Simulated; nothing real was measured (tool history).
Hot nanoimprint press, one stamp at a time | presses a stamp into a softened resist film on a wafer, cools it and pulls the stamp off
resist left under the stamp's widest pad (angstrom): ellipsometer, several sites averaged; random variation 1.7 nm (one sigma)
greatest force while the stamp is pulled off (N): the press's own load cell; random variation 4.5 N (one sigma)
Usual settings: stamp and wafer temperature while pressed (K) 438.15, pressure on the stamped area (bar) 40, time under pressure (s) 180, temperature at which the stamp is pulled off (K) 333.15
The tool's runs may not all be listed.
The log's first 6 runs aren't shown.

run,day,stamp and wafer temperature while pressed (K),pressure on the stamped area (bar),time under pressure (s),temperature at which the stamp is pulled off (K),hours of work since the thermocouple was calibrated,imprints on the stamp's release coat,hours of work since the press's seals were changed,resist left under the stamp's widest pad (angstrom),greatest force while the stamp is pulled off (N)
7,3.483,443.15,40,180,333.15,263,1270,76,2332,289
8,3.8,443.15,24.3,180,333.15,267,1296,81,2907,290
9,4.304,443.15,24.3,180,333.15,274,1337,88,2941,286
10,5.004,443.15,24.3,180,333.15,284,1394,97,2902,306
# day 5.35: stamp cleaned and given a new release coat
11,5.908,438.15,40,180,333.15,293,46,107,2828,222
12,6.458,438.15,40,180,333.15,301,91,114,2812,233
13,7.183,438.15,40,340,333.15,311,150,124,2240,226
14,7.667,438.15,40,340,333.15,318,190,131,2259,236
15,8.088,438.15,40,180,333.15,324,224,137,2780,227
16,8.629,438.15,40,180,333.15,331,269,145,2803,241
17,9.383,428.15,39.9,180,333.15,342,330,155,3778,248
18,10.042,438.15,40,231,320.15,351,384,164,2577,281
19,10.529,438.15,40,217,335.15,358,424,171,2663,252
20,11.158,438.15,40,217,335.15,366,476,180,2656,240
# day 11.354: plate thermocouple calibrated
21,11.679,438.15,40,217,335.15,5,508,185,2698,244
22,12.329,433.15,44.7,302,337.15,14,561,194,2732,246
23,12.875,433.15,49.9,302,325.15,21,606,202,2653,285
24,13.188,438.15,24.3,90,338.15,26,632,206,3963,237
25,13.904,438.15,24.3,90,329.15,36,690,216,3964,266
26,14.662,438.15,40,181,333.15,46,752,227,2841,263
27,15.388,426.15,59.2,161,341.15,56,811,237,3739,254
# day 15.546: plate thermocouple calibrated, once more
28,15.821,426.15,44.8,161,339.15,4,837,241,3876,252
29,16.542,426.15,44.8,161,339.15,14,896,251,3841,251
30,17.038,435.15,25.5,224,339.15,21,936,258,3318,252
31,17.696,435.15,25.5,224,339.15,30,990,267,3340,259

3 ways to go on from here, each from the tool as it stands after run 31. What would each give?
A,18.25,435.15,25.5,105,339.15,38,1035,275,?,?
B,18.25,438.15,43,118,326.15,38,1035,275,?,?
C,18.25,435.15,25.9,224,339.15,38,1035,275,?,?

run,resist left under the stamp's widest pad (angstrom),greatest force while the stamp is pulled off (N)
A,3935,261
B,3023,291
C,3321,257
Without the tool's hidden state the same runs would have given:
run,resist left under the stamp's widest pad (angstrom),greatest force while the stamp is pulled off (N)
A,3905,210
B,2985,235
C,3285,207
